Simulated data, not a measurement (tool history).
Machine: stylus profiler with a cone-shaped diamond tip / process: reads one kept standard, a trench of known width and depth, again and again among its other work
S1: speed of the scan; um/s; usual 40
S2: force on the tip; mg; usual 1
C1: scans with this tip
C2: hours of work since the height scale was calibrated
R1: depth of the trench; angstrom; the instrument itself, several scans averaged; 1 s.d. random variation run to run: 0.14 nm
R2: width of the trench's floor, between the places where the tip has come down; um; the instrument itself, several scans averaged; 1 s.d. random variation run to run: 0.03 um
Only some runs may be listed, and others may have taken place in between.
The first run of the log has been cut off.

{"run": 2, "hour": 27.9, "S1": 40, "S2": 1, "C1": 11669, "C2": 1297, "R1": 5042.4, "R2": 26.67}
{"run": 3, "hour": 62.9, "S1": 40, "S2": 1, "C1": 11802, "C2": 1312, "R1": 5041.4, "R2": 26.72}
{"run": 4, "hour": 89.8, "S1": 40, "S2": 0.35, "C1": 11903, "C2": 1323, "R1": 5021.4, "R2": 26.53}
{"run": 5, "hour": 121.7, "S1": 40, "S2": 0.35, "C1": 12024, "C2": 1337, "R1": 5020.5, "R2": 26.53}
{"run": 6, "hour": 152.2, "S1": 40, "S2": 0.45, "C1": 12139, "C2": 1349, "R1": 5023.9, "R2": 26.53}
{"run": 7, "hour": 189.7, "S1": 40, "S2": 0.45, "C1": 12281, "C2": 1365, "R1": 5028.2, "R2": 26.59}
{"run": 8, "hour": 224.5, "S1": 12, "S2": 1, "C1": 12412, "C2": 1380, "R1": 5040.5, "R2": 26.87}
{"run": 9, "hour": 240.5, "S1": 12, "S2": 1, "C1": 12473, "C2": 1386, "R1": 5042.4, "R2": 26.88}
{"run": 10, "hour": 261.5, "S1": 12, "S2": 1, "C1": 12552, "C2": 1395, "R1": 5041.3, "R2": 26.93}
{"run": 11, "hour": 293.4, "S1": 12, "S2": 1, "C1": 12673, "C2": 1409, "R1": 5042.6, "R2": 26.88}
{"run": 12, "hour": 323.2, "S1": 12, "S2": 1, "C1": 12785, "C2": 1421, "R1": 5042.5, "R2": 26.85}
{"run": 13, "hour": 360.1, "S1": 27, "S2": 1, "C1": 12925, "C2": 1437, "R1": 5042.5, "R2": 26.82}
{"run": 14, "hour": 382.0, "S1": 27, "S2": 1, "C1": 13007, "C2": 1446, "R1": 5042.5, "R2": 26.81}
{"run": 15, "hour": 400.0, "S1": 40, "S2": 1, "C1": 13075, "C2": 1453, "R1": 5041.4, "R2": 26.68}
{"hour": 414.8, "done": "new tip fitted, height scale calibrated"}
{"run": 16, "hour": 438.7, "S1": 40, "S2": 1, "C1": 90, "C2": 10, "R1": 5039.7, "R2": 26.74}
{"run": 17, "hour": 472.7, "S1": 40, "S2": 1, "C1": 219, "C2": 24, "R1": 5041.7, "R2": 26.74}
{"run": 18, "hour": 491.7, "S1": 40, "S2": 1.32, "C1": 290, "C2": 32, "R1": 5047.8, "R2": 26.79}
{"run": 19, "hour": 515.9, "S1": 40, "S2": 1.32, "C1": 382, "C2": 42, "R1": 5047.1, "R2": 26.74}
{"run": 20, "hour": 541.3, "S1": 95, "S2": 1, "C1": 478, "C2": 53, "R1": 5041.3, "R2": 26.35}
{"run": 21, "hour": 573.9, "S1": 95, "S2": 1, "C1": 601, "C2": 67, "R1": 5042, "R2": 26.37}
{"run": 22, "hour": 609.8, "S1": 44, "S2": 0.39, "C1": 736, "C2": 82, "R1": 5021.1, "R2": 26.46}
{"run": 23, "hour": 643.6, "S1": 44, "S2": 0.39, "C1": 864, "C2": 96, "R1": 5022.2, "R2": 26.51}

For run 24, what comes out?
{"run": 24, "hour": 675.3, "S1": 44, "S2": 0.39, "C1": 984, "C2": 109, "R1": "?", "R2": "?"}

Logged for run 24: R1 5020 angstrom, R2 26.52 um.
Take away the tool's hidden state, keep the run-to-run variation as it was, and the same run would have given R1 5019.9 angstrom, R2 26.52 um.
